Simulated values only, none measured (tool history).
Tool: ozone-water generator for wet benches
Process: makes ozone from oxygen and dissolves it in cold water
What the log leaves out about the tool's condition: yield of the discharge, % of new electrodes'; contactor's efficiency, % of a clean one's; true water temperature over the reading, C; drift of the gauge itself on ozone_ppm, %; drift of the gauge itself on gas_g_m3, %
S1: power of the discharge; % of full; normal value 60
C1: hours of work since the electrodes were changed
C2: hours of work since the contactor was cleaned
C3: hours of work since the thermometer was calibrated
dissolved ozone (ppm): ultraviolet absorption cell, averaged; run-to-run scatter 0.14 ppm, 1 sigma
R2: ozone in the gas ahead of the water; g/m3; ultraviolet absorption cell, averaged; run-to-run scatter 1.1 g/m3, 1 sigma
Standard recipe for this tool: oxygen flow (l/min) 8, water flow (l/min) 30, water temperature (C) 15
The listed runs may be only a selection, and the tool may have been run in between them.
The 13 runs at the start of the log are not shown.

run 14 hour=1125.8 | S1=60 oxygen_flow_(l/min)=8 water_flow_(l/min)=30 water_temperature_(C)=15 | C1=2328 C2=5776 C3=2858 | dissolved_ozone_(ppm)=15 R2=189.2
run 15 hour=1231.4 | S1=60 oxygen_flow_(l/min)=8 water_flow_(l/min)=25 water_temperature_(C)=15 | C1=2419 C2=5866 C3=2949 | dissolved_ozone_(ppm)=17.1 R2=187.4
run 16 hour=1287.1 | S1=60 oxygen_flow_(l/min)=8 water_flow_(l/min)=25 water_temperature_(C)=15 | C1=2467 C2=5914 C3=2997 | dissolved_ozone_(ppm)=17.1 R2=186.8
run 17 hour=1358.8 | S1=60 oxygen_flow_(l/min)=8 water_flow_(l/min)=25 water_temperature_(C)=15 | C1=2528 C2=5976 C3=3059 | dissolved_ozone_(ppm)=17.1 R2=188.5
run 18 hour=1413.2 | S1=60 oxygen_flow_(l/min)=8 water_flow_(l/min)=25 water_temperature_(C)=15 | C1=2575 C2=6023 C3=3105 | dissolved_ozone_(ppm)=17 R2=188.1
run 19 hour=1496.1 | S1=60 oxygen_flow_(l/min)=8.7 water_flow_(l/min)=25 water_temperature_(C)=9 | C1=2646 C2=6094 C3=3177 | dissolved_ozone_(ppm)=19.3 R2=182.7
run 20 hour=1598.5 | S1=94 oxygen_flow_(l/min)=6.32 water_flow_(l/min)=21 water_temperature_(C)=8 | C1=2734 C2=6182 C3=3265 | dissolved_ozone_(ppm)=29.2 R2=292.5
run 21 hour=1651.5 | S1=52 oxygen_flow_(l/min)=13 water_flow_(l/min)=24 water_temperature_(C)=13 | C1=2780 C2=6228 C3=3310 | dissolved_ozone_(ppm)=17 R2=140.2
run 22 hour=1738.6 | S1=49 oxygen_flow_(l/min)=11.19 water_flow_(l/min)=29 water_temperature_(C)=10 | C1=2855 C2=6303 C3=3385 | dissolved_ozone_(ppm)=14.9 R2=140.1
run 23 hour=1821.8 | S1=60 oxygen_flow_(l/min)=8 water_flow_(l/min)=28 water_temperature_(C)=15 | C1=2926 C2=6374 C3=3457 | dissolved_ozone_(ppm)=15.8 R2=187.6
run 24 hour=1879.1 | S1=57 oxygen_flow_(l/min)=8.38 water_flow_(l/min)=30 water_temperature_(C)=15 | C1=2976 C2=6424 C3=3506 | dissolved_ozone_(ppm)=14.2 R2=178.1
run 25 hour=1987.4 | S1=57 oxygen_flow_(l/min)=8.38 water_flow_(l/min)=30 water_temperature_(C)=15 | C1=3069 C2=6517 C3=3599 | dissolved_ozone_(ppm)=14.3 R2=175.9
run 26 hour=2037.2 | S1=57 oxygen_flow_(l/min)=8.38 water_flow_(l/min)=39 water_temperature_(C)=12 | C1=3112 C2=6560 C3=3642 | dissolved_ozone_(ppm)=11.9 R2=175
-- hour=2062.8 water thermometer calibrated
run 27 hour=2125.7 | S1=57 oxygen_flow_(l/min)=8.38 water_flow_(l/min)=39 water_temperature_(C)=12 | C1=3187 C2=6635 C3=54 | dissolved_ozone_(ppm)=11.7 R2=177.1
run 28 hour=2219.5 | S1=60 oxygen_flow_(l/min)=8 water_flow_(l/min)=26 water_temperature_(C)=15 | C1=3268 C2=6716 C3=135 | dissolved_ozone_(ppm)=16.2 R2=187.9
run 29 hour=2331.9 | S1=90 oxygen_flow_(l/min)=13.19 water_flow_(l/min)=21 water_temperature_(C)=15 | C1=3365 C2=6813 C3=231 | dissolved_ozone_(ppm)=27.5 R2=216.6
run 30 hour=2424.4 | S1=90 oxygen_flow_(l/min)=13.19 water_flow_(l/min)=21 water_temperature_(C)=15 | C1=3444 C2=6892 C3=311 | dissolved_ozone_(ppm)=26.8 R2=216.3
run 31 hour=2509 | S1=69 oxygen_flow_(l/min)=9.31 water_flow_(l/min)=19 water_temperature_(C)=22 | C1=3517 C2=6965 C3=384 | dissolved_ozone_(ppm)=20.2 R2=197
run 32 hour=2560.3 | S1=89 oxygen_flow_(l/min)=4.69 water_flow_(l/min)=19 water_temperature_(C)=9 | C1=3561 C2=7009 C3=428 | dissolved_ozone_(ppm)=27.1 R2=303.6

Below are 5 alternative next runs, each starting from the tool's condition after run 32. Predict each:
run A hour=2637.3 | S1=95 oxygen_flow_(l/min)=8 water_flow_(l/min)=30 water_temperature_(C)=15 | C1=3628 C2=7076 C3=494 | dissolved_ozone_(ppm)=? R2=?
run B hour=2637.3 | S1=82 oxygen_flow_(l/min)=11.56 water_flow_(l/min)=19 water_temperature_(C)=11 | C1=3628 C2=7076 C3=494 | dissolved_ozone_(ppm)=? R2=?
run C hour=2637.3 | S1=89 oxygen_flow_(l/min)=7.89 water_flow_(l/min)=34 water_temperature_(C)=9 | C1=3628 C2=7076 C3=494 | dissolved_ozone_(ppm)=? R2=?
run D hour=2637.3 | S1=89 oxygen_flow_(l/min)=4.69 water_flow_(l/min)=19 water_temperature_(C)=10 | C1=3628 C2=7076 C3=494 | dissolved_ozone_(ppm)=? R2=?
run E hour=2637.3 | S1=89 oxygen_flow_(l/min)=4.99 water_flow_(l/min)=19 water_temperature_(C)=9 | C1=3628 C2=7076 C3=494 | dissolved_ozone_(ppm)=? R2=?

run=A dissolved_ozone_(ppm)=20.9 R2=266
run=B dissolved_ozone_(ppm)=28.7 R2=207.6
run=C dissolved_ozone_(ppm)=19 R2=254.4
run=D dissolved_ozone_(ppm)=26.8 R2=301.6
run=E dissolved_ozone_(ppm)=27.4 R2=296.7
What these runs would have given with no unlogged condition in the tool:
run=A dissolved_ozone_(ppm)=24.9 R2=282.1
run=B dissolved_ozone_(ppm)=33.6 R2=219
run=C dissolved_ozone_(ppm)=22.6 R2=269.1
run=D dissolved_ozone_(ppm)=31.4 R2=319.1
run=E dissolved_ozone_(ppm)=32.2 R2=313.8
